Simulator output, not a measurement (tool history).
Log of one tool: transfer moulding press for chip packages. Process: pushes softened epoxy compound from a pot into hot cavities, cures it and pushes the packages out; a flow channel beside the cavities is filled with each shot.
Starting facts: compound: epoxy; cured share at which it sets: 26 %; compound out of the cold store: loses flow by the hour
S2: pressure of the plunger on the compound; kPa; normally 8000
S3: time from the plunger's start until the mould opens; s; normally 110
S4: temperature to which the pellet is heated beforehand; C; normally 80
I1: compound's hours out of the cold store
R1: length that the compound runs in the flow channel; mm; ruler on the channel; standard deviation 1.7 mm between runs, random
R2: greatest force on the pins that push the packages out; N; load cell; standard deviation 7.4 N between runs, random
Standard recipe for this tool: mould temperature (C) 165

run 1 hour=0 | mould_temperature_(C)=165 S2=8000 S3=110 S4=80 | I1=39.8 | R1=576 R2=523
run 2 hour=40.6 | mould_temperature_(C)=165 S2=6490 S3=110 S4=80 | I1=21.5 | R1=549 R2=498
run 3 hour=66.5 | mould_temperature_(C)=165 S2=6490 S3=110 S4=80 | I1=45.7 | R1=505 R2=480
run 4 hour=126.1 | mould_temperature_(C)=165 S2=6490 S3=110 S4=80 | I1=38.1 | R1=542 R2=458
run 5 hour=153.3 | mould_temperature_(C)=165 S2=6490 S3=110 S4=80 | I1=20.1 | R1=567 R2=377
run 6 hour=180.4 | mould_temperature_(C)=165 S2=6490 S3=110 S4=80 | I1=35.8 | R1=542 R2=435
run 7 hour=234.1 | mould_temperature_(C)=165 S2=6490 S3=137 S4=80 | I1=35.6 | R1=540 R2=346
run 8 hour=267.3 | mould_temperature_(C)=165 S2=6490 S3=137 S4=80 | I1=22.3 | R1=560 R2=403
run 9 hour=308.9 | mould_temperature_(C)=165 S2=6490 S3=137 S4=80 | I1=39.2 | R1=530 R2=351
run 10 hour=358.4 | mould_temperature_(C)=165 S2=6490 S3=137 S4=80 | I1=20.7 | R1=560 R2=338
run 11 hour=416.8 | mould_temperature_(C)=170 S2=8000 S3=110 S4=80 | I1=46.4 | R1=558 R2=312
run 12 hour=451.1 | mould_temperature_(C)=165 S2=8000 S3=104 S4=80 | I1=23 | R1=611 R2=573
run 13 hour=482.2 | mould_temperature_(C)=165 S2=9420 S3=110 S4=80 | I1=40.2 | R1=626 R2=379
run 14 hour=509.6 | mould_temperature_(C)=165 S2=8000 S3=100 S4=77 | I1=39.6 | R1=577 R2=574
run 15 hour=559.9 | mould_temperature_(C)=160 S2=7830 S3=110 S4=80 | I1=10.3 | R1=640 R2=677
run 16 hour=608.8 | mould_temperature_(C)=160 S2=7830 S3=110 S4=80 | I1=21.3 | R1=616 R2=588
run 17 hour=638.8 | mould_temperature_(C)=157 S2=6760 S3=92 S4=70 | I1=10.4 | R1=603 R2=1454
run 18 hour=699.5 | mould_temperature_(C)=165 S2=6190 S3=110 S4=78 | I1=8.1 | R1=578 R2=478
run 19 hour=727.1 | mould_temperature_(C)=165 S2=6190 S3=110 S4=78 | I1=24.9 | R1=548 R2=330
run 20 hour=781.5 | mould_temperature_(C)=165 S2=9410 S3=110 S4=83 | I1=27.2 | R1=669 R2=507
run 21 hour=826 | mould_temperature_(C)=165 S2=8290 S3=110 S4=73 | I1=40.8 | R1=601 R2=451
run 22 hour=874.3 | mould_temperature_(C)=165 S2=8290 S3=110 S4=73 | I1=21.7 | R1=633 R2=408

Not shown: 17 entries that the log had between the listed runs. Between which runs, and how does the tool's hidden state differ before and after?
In the gap between runs 1 and 2: cavities cleaned with cleaning compound and waxed (hour 9)
  true mould temperature over the reading, C: -1.42 -> -1.46; pressure that reaches the compound, % of what is set: 91.13 -> 90.41; grip of the stained cavities, % over clean ones': 60.5 -> 39.1
  what was measured, less what the result would be without the hidden state, R1: -22 -> -24 mm; R2: +227 -> +174 N
In the gap between runs 2 and 3: mould's thermocouples calibrated (hour 64.6)
  true mould temperature over the reading, C: -1.46 -> 0.05; pressure that reaches the compound, % of what is set: 90.41 -> 89.97; grip of the stained cavities, % over clean ones': 39.1 -> 58.9
  what was measured, less what the result would be without the hidden state, R1: -24 -> -27 mm; R2: +174 -> +172 N
In the gap between runs 3 and 4: cavities cleaned with cleaning compound and waxed (hour 74.2); plunger's sealing rings changed (hour 96.8)
  true mould temperature over the reading, C: 0.05 -> -0.01; pressure that reaches the compound, % of what is set: 89.97 -> 98.93; grip of the stained cavities, % over clean ones': 58.9 -> 54
  what was measured, less what the result would be without the hidden state, R1: -27 -> -3 mm; R2: +172 -> +163 N
In the gap between runs 4 and 5: cavities cleaned with cleaning compound and waxed (hour 140.7)
  true mould temperature over the reading, C: -0.01 -> -0.03; pressure that reaches the compound, % of what is set: 98.93 -> 98.42; grip of the stained cavities, % over clean ones': 54 -> 15.3
  what was measured, less what the result would be without the hidden state, R1: -3 -> -4 mm; R2: +163 -> +50 N
In the gap between runs 6 and 7: cavities cleaned with cleaning compound and waxed (hour 206.2)
  true mould temperature over the reading, C: -0.06 -> -0.12; pressure that reaches the compound, % of what is set: 97.89 -> 96.97; grip of the stained cavities, % over clean ones': 43.5 -> 38.7
  what was measured, less what the result would be without the hidden state, R1: -5 -> -8 mm; R2: +132 -> +96 N
In the gap between runs 8 and 9: cavities cleaned with cleaning compound and waxed (hour 273.3)
  true mould temperature over the reading, C: -0.16 -> -0.2; pressure that reaches the compound, % of what is set: 96.4 -> 95.69; grip of the stained cavities, % over clean ones': 65.9 -> 43.5
  what was measured, less what the result would be without the hidden state, R1: -10 -> -11 mm; R2: +163 -> +107 N
In the gap between runs 9 and 10: cavities cleaned with cleaning compound and waxed (hour 336.1)
  true mould temperature over the reading, C: -0.2 -> -0.25; pressure that reaches the compound, % of what is set: 95.69 -> 94.81; grip of the stained cavities, % over clean ones': 43.5 -> 31.2
  what was measured, less what the result would be without the hidden state, R1: -11 -> -14 mm; R2: +107 -> +81 N
In the gap between runs 10 and 11: cavities cleaned with cleaning compound and waxed (hour 399.2)
  true mould temperature over the reading, C: -0.25 -> -0.31; pressure that reaches the compound, % of what is set: 94.81 -> 93.75; grip of the stained cavities, % over clean ones': 31.2 -> 26.4
  what was measured, less what the result would be without the hidden state, R1: -14 -> -18 mm; R2: +81 -> +68 N
In the gap between runs 12 and 13: cavities cleaned with cleaning compound and waxed (hour 463.3)
  true mould temperature over the reading, C: -0.35 -> -0.38; pressure that reaches the compound, % of what is set: 93.15 -> 92.59; grip of the stained cavities, % over clean ones': 58.7 -> 25
  what was measured, less what the result would be without the hidden state, R1: -20 -> -23 mm; R2: +221 -> +82 N
In the gap between runs 14 and 15: cavities cleaned with cleaning compound and waxed (hour 527.9)
  true mould temperature over the reading, C: -0.41 -> -0.46; pressure that reaches the compound, % of what is set: 92.09 -> 91.26; grip of the stained cavities, % over clean ones': 53.1 -> 40.5
  what was measured, less what the result would be without the hidden state, R1: -22 -> -28 mm; R2: +213 -> +217 N
In the gap between runs 15 and 16: cavities cleaned with cleaning compound and waxed (hour 594.3)
  true mould temperature over the reading, C: -0.46 -> -0.51; pressure that reaches the compound, % of what is set: 91.26 -> 90.41; grip of the stained cavities, % over clean ones': 40.5 -> 21.5
  what was measured, less what the result would be without the hidden state, R1: -28 -> -30 mm; R2: +217 -> +126 N
In the gap between runs 17 and 18: plunger's sealing rings changed (hour 655.7); cavities cleaned with cleaning compound and waxed (hour 662.1)
  true mould temperature over the reading, C: -0.55 -> -0.61; pressure that reaches the compound, % of what is set: 89.86 -> 98.68; grip of the stained cavities, % over clean ones': 52.7 -> 44.9
  what was measured, less what the result would be without the hidden state, R1: -31 -> -2 mm; R2: +533 -> +162 N
In the gap between runs 18 and 19: cavities cleaned with cleaning compound and waxed (hour 726.8)
  true mould temperature over the reading, C: -0.61 -> -0.64; pressure that reaches the compound, % of what is set: 98.68 -> 98.19; grip of the stained cavities, % over clean ones': 44.9 -> 2.8
  what was measured, less what the result would be without the hidden state, R1: -2 -> -3 mm; R2: +162 -> +22 N
In the gap between runs 20 and 21: cavities cleaned with cleaning compound and waxed (hour 789.8)
  true mould temperature over the reading, C: -0.7 -> -0.75; pressure that reaches the compound, % of what is set: 97.16 -> 96.29; grip of the stained cavities, % over clean ones': 59.3 -> 42.4
  what was measured, less what the result would be without the hidden state, R1: -7 -> -9 mm; R2: +204 -> +151 N
In the gap between runs 21 and 22: cavities cleaned with cleaning compound and waxed (hour 855.9)
  true mould temperature over the reading, C: -0.75 -> -0.8; pressure that reaches the compound, % of what is set: 96.29 -> 95.46; grip of the stained cavities, % over clean ones': 42.4 -> 24.7
  what was measured, less what the result would be without the hidden state, R1: -9 -> -12 mm; R2: +151 -> +99 N
